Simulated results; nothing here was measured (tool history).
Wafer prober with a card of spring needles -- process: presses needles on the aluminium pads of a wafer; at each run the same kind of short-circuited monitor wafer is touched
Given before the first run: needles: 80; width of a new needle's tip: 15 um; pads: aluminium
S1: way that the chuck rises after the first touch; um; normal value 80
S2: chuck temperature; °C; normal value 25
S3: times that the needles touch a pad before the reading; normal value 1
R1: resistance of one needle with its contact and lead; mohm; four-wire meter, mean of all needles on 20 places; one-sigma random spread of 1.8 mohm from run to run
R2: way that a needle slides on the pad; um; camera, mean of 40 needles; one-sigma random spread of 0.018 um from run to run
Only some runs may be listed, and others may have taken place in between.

Run 1, day 0.000: usual settings. Result: R1 200 mohm, R2 17.67 um.
At day 0.183: tips cleaned on abrasive film.
At day 1.079: tips cleaned on abrasive film.
At day 1.929: tips cleaned on abrasive film.
Run 2, day 2.279: usual settings. Result: R1 196 mohm, R2 17.70 um.
At day 2.733: tips cleaned on abrasive film.
At day 3.538: tips cleaned on abrasive film.
At day 4.338: tips cleaned on abrasive film.
At day 4.350: height of the first contact set anew.
Run 3, day 4.679: usual settings. Result: R1 197 mohm, R2 17.70 um.
At day 5.167: tips cleaned on abrasive film.
At day 6.021: tips cleaned on abrasive film.
Run 4, day 6.367: usual settings. Result: R1 195 mohm, R2 17.73 um.
At day 6.892: tips cleaned on abrasive film.
At day 7.712: tips cleaned on abrasive film.
Run 5, day 8.004: usual settings but S1 88 um. Result: R1 195 mohm, R2 19.46 um.
At day 8.483: tips cleaned on abrasive film.
At day 9.225: tips cleaned on abrasive film.
Run 6, day 9.692: usual settings but S1 71 um. Result: R1 198 mohm, R2 15.73 um.
At day 10.054: tips cleaned on abrasive film.
At day 10.875: tips cleaned on abrasive film.
At day 11.746: tips cleaned on abrasive film.
Run 7, day 12.083: usual settings. Result: R1 195 mohm, R2 17.73 um.
At day 12.592: tips cleaned on abrasive film.
At day 13.454: tips cleaned on abrasive film.
Run 8, day 13.896: usual settings. Result: R1 198 mohm, R2 17.73 um.
At day 14.233: tips cleaned on abrasive film.
At day 14.988: tips cleaned on abrasive film.
Run 9, day 15.167: usual settings but S2 67 °C, S3 3. Result: R1 203 mohm, R2 17.69 um.
At day 15.725: tips cleaned on abrasive film.
Run 10, day 16.392: usual settings but S2 67 °C, S3 3. Result: R1 204 mohm, R2 17.71 um.
At day 16.575: tips cleaned on abrasive film.
At day 17.333: tips cleaned on abrasive film.
Run 11, day 18.000: usual settings but S1 99 um, S2 76 °C. Result: R1 205 mohm, R2 21.94 um.
At day 18.117: tips cleaned on abrasive film.
At day 18.888: tips cleaned on abrasive film.
Run 12, day 19.196: usual settings but S1 88 um, S2 28 °C. Result: R1 195 mohm, R2 19.50 um.
At day 19.679: tips cleaned on abrasive film.
At day 20.467: tips cleaned on abrasive film.
At day 21.321: tips cleaned on abrasive film.
Run 13, day 21.883: usual settings but S1 88 um, S2 28 °C. Result: R1 193 mohm, R2 19.56 um.
At day 22.067: tips cleaned on abrasive film.
At day 22.258: height of the first contact set anew.
At day 22.921: tips cleaned on abrasive film.
Run 14, day 23.217: usual settings but S1 88 um, S2 28 °C. Result: R1 192 mohm, R2 19.52 um.
At day 23.729: tips cleaned on abrasive film.
At day 24.546: tips cleaned on abrasive film.
At day 25.367: tips cleaned on abrasive film.
Run 15, day 25.462: usual settings but S1 88 um, S2 28 °C. Result: R1 195 mohm, R2 19.53 um.

What would each run have given without the hidden state, its run-to-run variation left as it was?
The hidden state here: debris on the tips, nm; way that the needles fall short of the set height, um; tips' diameter, um; drift of the gauge itself on contact_mohm, %; drift of the gauge itself on scrub_um, %.
run     R2
  1  17.68
  2  17.70
  3  17.68
  4  17.71
  5  19.43
  6  15.71
  7  17.69
  8  17.69
  9  17.65
 10  17.66
 11  21.88
 12  19.44
 13  19.49
 14  19.44
 15  19.44
R1: at most 1 mohm away from the measurement, every run.

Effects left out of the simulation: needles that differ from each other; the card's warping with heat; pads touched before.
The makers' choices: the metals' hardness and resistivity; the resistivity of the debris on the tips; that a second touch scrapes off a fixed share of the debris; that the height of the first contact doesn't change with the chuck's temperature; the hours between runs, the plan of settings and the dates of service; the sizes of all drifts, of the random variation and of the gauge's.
